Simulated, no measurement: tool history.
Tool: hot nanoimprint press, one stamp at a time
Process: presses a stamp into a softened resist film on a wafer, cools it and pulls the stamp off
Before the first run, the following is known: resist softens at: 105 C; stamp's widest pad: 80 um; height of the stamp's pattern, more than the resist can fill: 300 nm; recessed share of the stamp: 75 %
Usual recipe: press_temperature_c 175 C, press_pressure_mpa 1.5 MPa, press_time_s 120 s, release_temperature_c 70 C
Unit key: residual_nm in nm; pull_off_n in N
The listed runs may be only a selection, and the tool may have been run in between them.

run   hour  press_temperature_c  press_pressure_mpa  press_time_s  release_temperature_c  residual_nm  pull_off_n
  1      0                  175                 1.5           120                     70         97.3         150
  2    8.6                  175                 1.5           120                     70         99.2         153
  3   18.3                  167                 1.5           120                     70        133.7         153
  4     28                  167                 1.5           120                     70        133.2         158
  5   34.6                  175                 1.5           120                     70         97.5         155
  6   45.2                  175                 1.5           120                     70         98.8         153
      63.5  -- stamp cleaned and given a new release coat
  7   63.5                  184                 1.5           120                     70         68.1         141
  8   72.1                  175                 1.5            78                     70        113.7         142
  9   81.6                  175                 1.5            78                     70        113.5         147
 10   91.9                  185                 1.5           120                     70         64.9         147
 11  102.9                  175                 1.5           120                     70         97.4         147
 12  111.9                  175                 1.5           120                     70         98.2         150
 13    120                  175                 1.5           120                     59         97.1         166
 14    126                  175                 1.5           120                     70         96.7         150
 15  133.6                  175                 1.5           120                     70         96.7         149
 16  138.8                  175                 1.5           120                     70         97.8         149
 17  143.9                  169                 1.5           200                     70        104.6         149
 18  155.8                  169                 1.5           200                     70        105.3         153
 19    161                  175                1.33           120                     66        102.1         159
 20  167.5                  175                0.93           120                     71        115.8         148
 21  173.6                  175                0.93           120                     71        116.8         150
 22  179.3                  175                 1.5           184                     63         80.3         162
 23  186.2                  173                1.13           184                     68        102.1         156
 24  193.6                  173                1.13           184                     68        100.1         155
 25  202.6                  182                2.29            60                     73         79.5         151
 26  207.9                  187                 1.5           120                     59         59.8         176
 27  214.4                  186                 1.5            91                     69         69.3         157
 28  223.6                  175                1.06            68                     73        132.3         151
     239.7  -- stamp cleaned and given a new release coat
 29  241.4                  175                1.06            68                     73        134.7         138
 30  253.5                  184                1.63            68                     73         81.5         139
 31  260.8                  178                 1.5           135                     70         81.5         144

Alternative continuations, all from the tool just after run 31; predict every row:
  A  267.6                  175                 1.5           122                     75            ?           ?
  B  267.6                  178                 1.5           145                     70            ?           ?
  C  267.6                  166                1.19           120                     71            ?           ?

run  residual_nm  pull_off_n
  A         96.6         137
  B         79.4         146
  C        144.7         144
Take away the tool's hidden state, keep each run's random variation, and the runs would have read:
run  residual_nm  pull_off_n
  A        100.5         137
  B         82.7         146
  C        149.1         144

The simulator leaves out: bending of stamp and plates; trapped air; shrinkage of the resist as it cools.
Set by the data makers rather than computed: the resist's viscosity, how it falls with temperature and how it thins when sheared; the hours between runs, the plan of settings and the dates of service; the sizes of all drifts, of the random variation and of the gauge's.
